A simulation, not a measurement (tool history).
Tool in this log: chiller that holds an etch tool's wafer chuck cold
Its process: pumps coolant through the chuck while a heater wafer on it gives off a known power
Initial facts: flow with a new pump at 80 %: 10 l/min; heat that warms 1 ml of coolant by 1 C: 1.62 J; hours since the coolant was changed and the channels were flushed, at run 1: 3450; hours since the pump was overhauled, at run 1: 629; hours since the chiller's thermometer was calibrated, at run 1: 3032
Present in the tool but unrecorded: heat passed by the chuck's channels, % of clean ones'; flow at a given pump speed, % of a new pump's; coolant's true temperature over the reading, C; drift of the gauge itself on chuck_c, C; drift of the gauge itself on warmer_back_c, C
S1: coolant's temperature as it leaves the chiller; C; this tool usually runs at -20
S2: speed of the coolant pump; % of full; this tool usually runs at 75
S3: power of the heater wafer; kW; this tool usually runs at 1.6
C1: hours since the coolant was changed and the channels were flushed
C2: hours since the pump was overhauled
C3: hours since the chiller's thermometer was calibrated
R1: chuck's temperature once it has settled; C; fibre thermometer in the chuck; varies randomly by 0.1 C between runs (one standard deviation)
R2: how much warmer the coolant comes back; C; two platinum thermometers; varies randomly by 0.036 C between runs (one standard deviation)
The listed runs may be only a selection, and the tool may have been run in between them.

{"run": 1, "hour": 0.0, "S1": -20, "S2": 75, "S3": 1.6, "C1": 3450, "C2": 629, "C3": 3032, "R1": -2.5, "R2": 6.41}
{"run": 2, "hour": 62.5, "S1": -20, "S2": 75, "S3": 1.6, "C1": 3513, "C2": 691, "C3": 3094, "R1": -2.5, "R2": 6.38}
{"run": 3, "hour": 150.4, "S1": -20, "S2": 75, "S3": 1.6, "C1": 3601, "C2": 779, "C3": 3182, "R1": -2.6, "R2": 6.33}
{"run": 4, "hour": 264.2, "S1": -20, "S2": 75, "S3": 1.6, "C1": 3715, "C2": 893, "C3": 3296, "R1": -2.6, "R2": 6.4}
{"run": 5, "hour": 351.0, "S1": -20, "S2": 84, "S3": 1.6, "C1": 3801, "C2": 980, "C3": 3383, "R1": -3.9, "R2": 5.73}
{"run": 6, "hour": 459.0, "S1": -20, "S2": 75, "S3": 1.6, "C1": 3910, "C2": 1088, "C3": 3491, "R1": -2.4, "R2": 6.44}
{"run": 7, "hour": 549.0, "S1": -11, "S2": 75, "S3": 1.6, "C1": 4000, "C2": 1178, "C3": 3581, "R1": 6.6, "R2": 6.44}
{"hour": 559.9, "done": "coolant changed, channels flushed"}
{"run": 8, "hour": 628.1, "S1": -11, "S2": 75, "S3": 1.6, "C1": 68, "C2": 1251, "C3": 3654, "R1": 6.6, "R2": 6.53}
{"run": 9, "hour": 700.5, "S1": -11, "S2": 75, "S3": 1.6, "C1": 141, "C2": 1323, "C3": 3726, "R1": 6.4, "R2": 6.47}
{"run": 10, "hour": 814.3, "S1": -11, "S2": 75, "S3": 1.6, "C1": 254, "C2": 1437, "C3": 3840, "R1": 6.5, "R2": 6.46}
{"run": 11, "hour": 917.8, "S1": -11, "S2": 63, "S3": 1.95, "C1": 358, "C2": 1541, "C3": 3943, "R1": 13.6, "R2": 9.55}
{"run": 12, "hour": 1004.2, "S1": -30, "S2": 63, "S3": 1.044, "C1": 444, "C2": 1627, "C3": 4030, "R1": -16.8, "R2": 5.14}
{"run": 13, "hour": 1067.5, "S1": -24, "S2": 89, "S3": 0.906, "C1": 508, "C2": 1690, "C3": 4093, "R1": -15.4, "R2": 3.22}
{"run": 14, "hour": 1182.9, "S1": -27, "S2": 65, "S3": 1.6, "C1": 623, "C2": 1806, "C3": 4209, "R1": -7.4, "R2": 7.66}
{"run": 15, "hour": 1302.7, "S1": -27, "S2": 63, "S3": 1.6, "C1": 743, "C2": 1926, "C3": 4328, "R1": -6.8, "R2": 7.88}

Each row is a separate what-if for the run after 15, all from the same tool condition, not one after another. Results?
{"run": "A", "hour": 1406.6, "S1": -30, "S2": 92, "S3": 1.6, "C1": 847, "C2": 2030, "C3": 4432, "R1": "?", "R2": "?"}
{"run": "B", "hour": 1406.6, "S1": -27, "S2": 93, "S3": 1.6, "C1": 847, "C2": 2030, "C3": 4432, "R1": "?", "R2": "?"}
{"run": "C", "hour": 1406.6, "S1": -15, "S2": 88, "S3": 1.597, "C1": 847, "C2": 2030, "C3": 4432, "R1": "?", "R2": "?"}

run=A R1=-15.3 R2=5.22
run=B R1=-12.3 R2=5.18
run=C R1=0.4 R2=5.52
With no hidden state in the tool, these same runs would have given:
run=A R1=-15.3 R2=5.04
run=B R1=-12.3 R2=5
run=C R1=0.3 R2=5.35
